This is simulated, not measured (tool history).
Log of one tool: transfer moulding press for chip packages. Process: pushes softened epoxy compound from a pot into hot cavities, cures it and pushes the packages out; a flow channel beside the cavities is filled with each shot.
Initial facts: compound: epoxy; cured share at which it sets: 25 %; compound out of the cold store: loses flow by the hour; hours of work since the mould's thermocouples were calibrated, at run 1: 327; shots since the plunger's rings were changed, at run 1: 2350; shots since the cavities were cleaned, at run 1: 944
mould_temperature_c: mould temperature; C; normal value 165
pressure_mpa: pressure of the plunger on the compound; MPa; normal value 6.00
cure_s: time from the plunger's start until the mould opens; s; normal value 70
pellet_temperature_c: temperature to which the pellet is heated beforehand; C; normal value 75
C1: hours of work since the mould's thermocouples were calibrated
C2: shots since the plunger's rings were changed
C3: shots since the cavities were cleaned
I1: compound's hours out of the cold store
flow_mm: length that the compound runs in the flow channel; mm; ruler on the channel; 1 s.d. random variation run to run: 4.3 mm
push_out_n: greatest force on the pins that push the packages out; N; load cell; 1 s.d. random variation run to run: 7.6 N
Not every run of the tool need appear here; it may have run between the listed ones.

{"run": 1, "hour": 0.0, "mould_temperature_c": 165, "pressure_mpa": 6.0, "cure_s": 70, "pellet_temperature_c": 75, "C1": 327, "C2": 2350, "C3": 944, "I1": 12.4, "flow_mm": 927, "push_out_n": 343}
{"run": 2, "hour": 9.3, "mould_temperature_c": 165, "pressure_mpa": 6.0, "cure_s": 70, "pellet_temperature_c": 75, "C1": 334, "C2": 2523, "C3": 1117, "I1": 32.0, "flow_mm": 872, "push_out_n": 330}
{"hour": 12.8, "done": "cavities cleaned with cleaning compound and waxed"}
{"run": 3, "hour": 19.9, "mould_temperature_c": 165, "pressure_mpa": 6.0, "cure_s": 70, "pellet_temperature_c": 75, "C1": 340, "C2": 2692, "C3": 133, "I1": 43.8, "flow_mm": 837, "push_out_n": 329}
{"hour": 27.8, "done": "plunger's sealing rings changed"}
{"run": 4, "hour": 35.0, "mould_temperature_c": 165, "pressure_mpa": 6.0, "cure_s": 70, "pellet_temperature_c": 75, "C1": 349, "C2": 134, "C3": 366, "I1": 41.5, "flow_mm": 841, "push_out_n": 320}
{"run": 5, "hour": 41.6, "mould_temperature_c": 165, "pressure_mpa": 6.0, "cure_s": 70, "pellet_temperature_c": 75, "C1": 354, "C2": 256, "C3": 488, "I1": 40.2, "flow_mm": 841, "push_out_n": 330}
{"run": 6, "hour": 54.7, "mould_temperature_c": 165, "pressure_mpa": 6.0, "cure_s": 70, "pellet_temperature_c": 75, "C1": 363, "C2": 499, "C3": 731, "I1": 21.1, "flow_mm": 901, "push_out_n": 341}
{"run": 7, "hour": 62.3, "mould_temperature_c": 165, "pressure_mpa": 6.0, "cure_s": 55, "pellet_temperature_c": 75, "C1": 368, "C2": 639, "C3": 871, "I1": 31.7, "flow_mm": 870, "push_out_n": 635}
{"run": 8, "hour": 73.5, "mould_temperature_c": 165, "pressure_mpa": 6.0, "cure_s": 55, "pellet_temperature_c": 75, "C1": 376, "C2": 847, "C3": 1079, "I1": 28.7, "flow_mm": 875, "push_out_n": 636}
{"hour": 78.9, "done": "cavities cleaned with cleaning compound and waxed"}
{"run": 9, "hour": 80.8, "mould_temperature_c": 165, "pressure_mpa": 6.0, "cure_s": 55, "pellet_temperature_c": 75, "C1": 380, "C2": 955, "C3": 35, "I1": 16.9, "flow_mm": 914, "push_out_n": 644}
{"run": 10, "hour": 92.5, "mould_temperature_c": 165, "pressure_mpa": 6.0, "cure_s": 55, "pellet_temperature_c": 75, "C1": 389, "C2": 1172, "C3": 252, "I1": 32.1, "flow_mm": 860, "push_out_n": 628}
{"run": 11, "hour": 99.5, "mould_temperature_c": 165, "pressure_mpa": 6.0, "cure_s": 55, "pellet_temperature_c": 75, "C1": 393, "C2": 1302, "C3": 382, "I1": 10.6, "flow_mm": 940, "push_out_n": 673}
{"run": 12, "hour": 105.8, "mould_temperature_c": 165, "pressure_mpa": 6.0, "cure_s": 55, "pellet_temperature_c": 75, "C1": 398, "C2": 1418, "C3": 498, "I1": 11.3, "flow_mm": 942, "push_out_n": 684}
{"run": 13, "hour": 117.5, "mould_temperature_c": 165, "pressure_mpa": 6.0, "cure_s": 55, "pellet_temperature_c": 75, "C1": 406, "C2": 1635, "C3": 715, "I1": 21.6, "flow_mm": 892, "push_out_n": 636}
{"run": 14, "hour": 130.4, "mould_temperature_c": 165, "pressure_mpa": 6.0, "cure_s": 55, "pellet_temperature_c": 75, "C1": 415, "C2": 1874, "C3": 954, "I1": 38.0, "flow_mm": 845, "push_out_n": 623}
{"hour": 142.6, "done": "cavities cleaned with cleaning compound and waxed"}
{"run": 15, "hour": 145.5, "mould_temperature_c": 165, "pressure_mpa": 6.0, "cure_s": 55, "pellet_temperature_c": 75, "C1": 425, "C2": 2127, "C3": 55, "I1": 18.5, "flow_mm": 911, "push_out_n": 643}
{"run": 16, "hour": 153.0, "mould_temperature_c": 165, "pressure_mpa": 6.69, "cure_s": 70, "pellet_temperature_c": 75, "C1": 430, "C2": 2265, "C3": 193, "I1": 43.4, "flow_mm": 876, "push_out_n": 326}
{"run": 17, "hour": 158.7, "mould_temperature_c": 170, "pressure_mpa": 5.25, "cure_s": 69, "pellet_temperature_c": 77, "C1": 434, "C2": 2371, "C3": 299, "I1": 44.6, "flow_mm": 766, "push_out_n": 281}
{"run": 18, "hour": 166.3, "mould_temperature_c": 168, "pressure_mpa": 6.06, "cure_s": 55, "pellet_temperature_c": 72, "C1": 439, "C2": 2513, "C3": 441, "I1": 10.5, "flow_mm": 936, "push_out_n": 588}
{"run": 19, "hour": 180.0, "mould_temperature_c": 168, "pressure_mpa": 6.11, "cure_s": 52, "pellet_temperature_c": 80, "C1": 449, "C2": 2766, "C3": 694, "I1": 28.0, "flow_mm": 878, "push_out_n": 611}
{"hour": 183.5, "done": "plunger's sealing rings changed"}
{"run": 20, "hour": 188.6, "mould_temperature_c": 168, "pressure_mpa": 6.11, "cure_s": 52, "pellet_temperature_c": 80, "C1": 453, "C2": 95, "C3": 808, "I1": 12.7, "flow_mm": 934, "push_out_n": 644}
{"run": 21, "hour": 197.0, "mould_temperature_c": 168, "pressure_mpa": 6.11, "cure_s": 52, "pellet_temperature_c": 80, "C1": 459, "C2": 250, "C3": 963, "I1": 47.1, "flow_mm": 826, "push_out_n": 571}
{"run": 22, "hour": 204.0, "mould_temperature_c": 168, "pressure_mpa": 6.11, "cure_s": 52, "pellet_temperature_c": 80, "C1": 464, "C2": 380, "C3": 1093, "I1": 39.5, "flow_mm": 847, "push_out_n": 610}
{"hour": 209.0, "done": "cavities cleaned with cleaning compound and waxed"}
{"run": 23, "hour": 216.7, "mould_temperature_c": 160, "pressure_mpa": 5.82, "cure_s": 107, "pellet_temperature_c": 68, "C1": 472, "C2": 586, "C3": 141, "I1": 45.8, "flow_mm": 813, "push_out_n": 241}
{"run": 24, "hour": 227.0, "mould_temperature_c": 160, "pressure_mpa": 4.91, "cure_s": 60, "pellet_temperature_c": 66, "C1": 479, "C2": 777, "C3": 332, "I1": 34.3, "flow_mm": 787, "push_out_n": 743}
{"run": 25, "hour": 238.6, "mould_temperature_c": 165, "pressure_mpa": 6.0, "cure_s": 70, "pellet_temperature_c": 83, "C1": 487, "C2": 993, "C3": 548, "I1": 45.9, "flow_mm": 822, "push_out_n": 301}
{"run": 26, "hour": 244.8, "mould_temperature_c": 165, "pressure_mpa": 5.7, "cure_s": 70, "pellet_temperature_c": 75, "C1": 492, "C2": 1108, "C3": 663, "I1": 30.9, "flow_mm": 852, "push_out_n": 328}
{"run": 27, "hour": 252.3, "mould_temperature_c": 165, "pressure_mpa": 5.7, "cure_s": 70, "pellet_temperature_c": 75, "C1": 497, "C2": 1247, "C3": 802, "I1": 10.4, "flow_mm": 921, "push_out_n": 338}
{"run": 28, "hour": 259.8, "mould_temperature_c": 165, "pressure_mpa": 5.7, "cure_s": 70, "pellet_temperature_c": 75, "C1": 502, "C2": 1386, "C3": 941, "I1": 26.2, "flow_mm": 862, "push_out_n": 338}

Below are 4 alternative next runs, each starting from the tool's condition after run 28. Predict each:
{"hour": 272.6, "done": "cavities cleaned with cleaning compound and waxed"}
{"run": "A", "hour": 272.6, "mould_temperature_c": 165, "pressure_mpa": 5.7, "cure_s": 82, "pellet_temperature_c": 75, "C1": 510, "C2": 1595, "C3": 0, "I1": 23.4, "flow_mm": "?", "push_out_n": "?"}
{"hour": 272.6, "done": "cavities cleaned with cleaning compound and waxed"}
{"run": "B", "hour": 272.6, "mould_temperature_c": 160, "pressure_mpa": 4.79, "cure_s": 70, "pellet_temperature_c": 70, "C1": 510, "C2": 1595, "C3": 0, "I1": 27.2, "flow_mm": "?", "push_out_n": "?"}
{"hour": 272.6, "done": "cavities cleaned with cleaning compound and waxed"}
{"run": "C", "hour": 272.6, "mould_temperature_c": 165, "pressure_mpa": 5.7, "cure_s": 70, "pellet_temperature_c": 70, "C1": 510, "C2": 1595, "C3": 0, "I1": 46.6, "flow_mm": "?", "push_out_n": "?"}
{"hour": 272.6, "done": "cavities cleaned with cleaning compound and waxed"}
{"run": "D", "hour": 272.6, "mould_temperature_c": 165, "pressure_mpa": 5.7, "cure_s": 70, "pellet_temperature_c": 75, "C1": 510, "C2": 1595, "C3": 0, "I1": 42.8, "flow_mm": "?", "push_out_n": "?"}

run=A flow_mm=868 push_out_n=250
run=B flow_mm=800 push_out_n=455
run=C flow_mm=802 push_out_n=332
run=D flow_mm=810 push_out_n=327
Stripped of hidden state, with their random variation kept, the same runs would have yielded:
run=A flow_mm=869 push_out_n=250
run=B flow_mm=800 push_out_n=453
run=C flow_mm=803 push_out_n=331
run=D flow_mm=811 push_out_n=326
